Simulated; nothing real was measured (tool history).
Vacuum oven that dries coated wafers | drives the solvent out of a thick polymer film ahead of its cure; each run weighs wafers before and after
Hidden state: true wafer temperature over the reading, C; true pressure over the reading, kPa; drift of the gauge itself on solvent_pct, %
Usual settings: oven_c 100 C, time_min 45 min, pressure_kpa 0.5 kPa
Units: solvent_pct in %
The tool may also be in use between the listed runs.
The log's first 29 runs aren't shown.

run	hour	oven_c	time_min	pressure_kpa	hours of work since the thermocouples were calibrated	hours of work since the vacuum gauge was cleaned of residue	solvent_pct
30	465.2	96	43	1.088	179	325	1.67
31	483.8	113	43	1.294	187	334	0.67
32	496.9	114	46	0.754	193	340	0.36
33	506.9	100	46	0.928	197	344	1.08
34	524	100	45	0.443	205	352	0.71
35	537.5	90	57	0.5	211	358	1.43
36	555.9	90	57	0.5	219	366	1.46
37	573.4	86	45	0.5	227	374	2.7
38	594	86	56	0.5	236	383	2.02
39	609.1	86	56	0.5	243	390	2.05
40	618.7	106	47	0.5	247	394	0.4
41	628	94	45	0.5	251	398	1.4
42	637.9	86	45	1.937	256	402	4.14
43	649.3	100	42	0.739	261	407	1.02
44	660.2	97	36	0.782	266	412	1.73
45	675.6	97	36	0.782	273	419	1.72
46	684.9	97	36	0.782	277	423	1.79
47	700.5	108	36	0.458	284	430	0.53

4 ways to go on from here, each from the tool as it stands after run 47. What would each give?
A	719.8	100	24	0.982	292	439	?
B	719.8	108	70	1.678	292	439	?
C	719.8	100	45	1.804	292	439	?
D	719.8	100	56	1.185	292	439	?

run	solvent_pct
A	2.49
B	0.95
C	1.72
D	1.06
Without the tool's hidden state the same runs would have given:
run	solvent_pct
A	2.48
B	0.94
C	1.71
D	1.06
